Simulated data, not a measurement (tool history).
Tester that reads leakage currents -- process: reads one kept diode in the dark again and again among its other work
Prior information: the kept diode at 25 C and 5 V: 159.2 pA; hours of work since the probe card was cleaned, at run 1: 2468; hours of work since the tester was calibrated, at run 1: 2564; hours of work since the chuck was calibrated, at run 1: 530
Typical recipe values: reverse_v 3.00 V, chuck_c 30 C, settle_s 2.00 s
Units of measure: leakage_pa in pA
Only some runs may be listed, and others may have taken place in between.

run	hour	reverse_v	chuck_c	settle_s	hours of work since the probe card was cleaned	hours of work since the tester was calibrated	hours of work since the chuck was calibrated	leakage_pa
1	0.0	3.00	30	2.00	2468	2564	530	183.14
2	59.1	3.00	30	2.00	2505	2602	567	183.71
3	146.8	3.00	30	2.00	2561	2657	623	182.53
4	211.4	3.00	30	4.68	2602	2698	664	181.00
5	307.9	3.00	30	4.68	2663	2760	725	180.09
6	394.8	3.00	30	9.54	2718	2815	780	178.11
7	461.7	3.00	30	9.54	2760	2857	823	177.78
8	509.2	3.00	30	9.54	2790	2887	853	177.84
9	581.1	3.00	30	4.77	2836	2933	898	176.66
# hour 642.3: chuck's temperature calibrated
10	642.3	3.00	30	4.77	2874	2970	0	192.28
11	729.0	3.00	30	2.00	2929	3025	55	191.71
12	779.8	3.00	22	2.00	2961	3058	87	104.77
13	875.6	3.00	44	2.00	3022	3118	148	517.00
14	938.9	1.03	30	2.00	3062	3158	188	123.40
15	1010.9	1.03	30	2.00	3107	3204	234	122.58
16	1069.7	3.00	30	2.00	3145	3241	271	187.40
17	1122.4	3.00	30	2.00	3178	3275	304	187.15
18	1205.9	3.00	53	2.00	3231	3328	357	935.74
19	1247.7	3.00	53	2.00	3257	3354	384	927.53
20	1306.9	3.00	53	2.00	3295	3392	421	928.30
21	1381.4	9.83	43	2.00	3342	3439	469	760.20
22	1453.9	9.83	43	2.00	3388	3485	515	760.33
23	1512.8	9.83	30	0.52	3426	3522	552	306.80
24	1600.2	9.83	36	1.31	3481	3578	607	461.99
# hour 1625.4: tester calibrated
25	1683.1	9.83	36	1.31	3532	37	659	475.59
26	1743.3	9.83	36	1.31	3571	75	697	472.68
27	1806.4	9.83	36	1.31	3610	115	737	471.81
28	1868.3	9.83	36	1.31	3650	154	776	469.35
# hour 1907.3: probe card cleaned and baked
29	1927.2	3.00	35	2.00	13	190	812	261.34
30	1974.5	9.18	43	2.01	43	220	842	720.79
31	2063.3	9.18	43	2.01	99	276	898	720.92
# hour 2129.1: chuck's temperature calibrated
32	2159.5	9.18	43	2.01	159	336	19	776.31
33	2248.4	9.18	43	2.01	215	392	76	770.14
34	2307.2	3.26	27	5.36	252	429	113	156.68
35	2355.9	3.26	27	5.36	283	460	144	156.45
36	2414.6	14.12	53	1.29	320	497	181	1782.41
37	2491.2	1.86	49	9.99	369	546	230	611.83
38	2540.2	1.86	49	0.92	400	577	261	613.57
39	2597.4	4.02	30	2.00	436	613	297	210.90

Branching from run 39: 3 alternative next runs. What would each branch give?
A	2689.9	11.50	30	0.74	495	672	356	?
B	2689.9	4.02	25	0.83	495	672	356	?
C	2689.9	7.61	43	0.32	495	672	356	?

run	leakage_pa
A	323.34
B	143.67
C	703.10
What these runs would have given with no unlogged condition in the tool:
run	leakage_pa
A	330.67
B	147.36
C	721.90
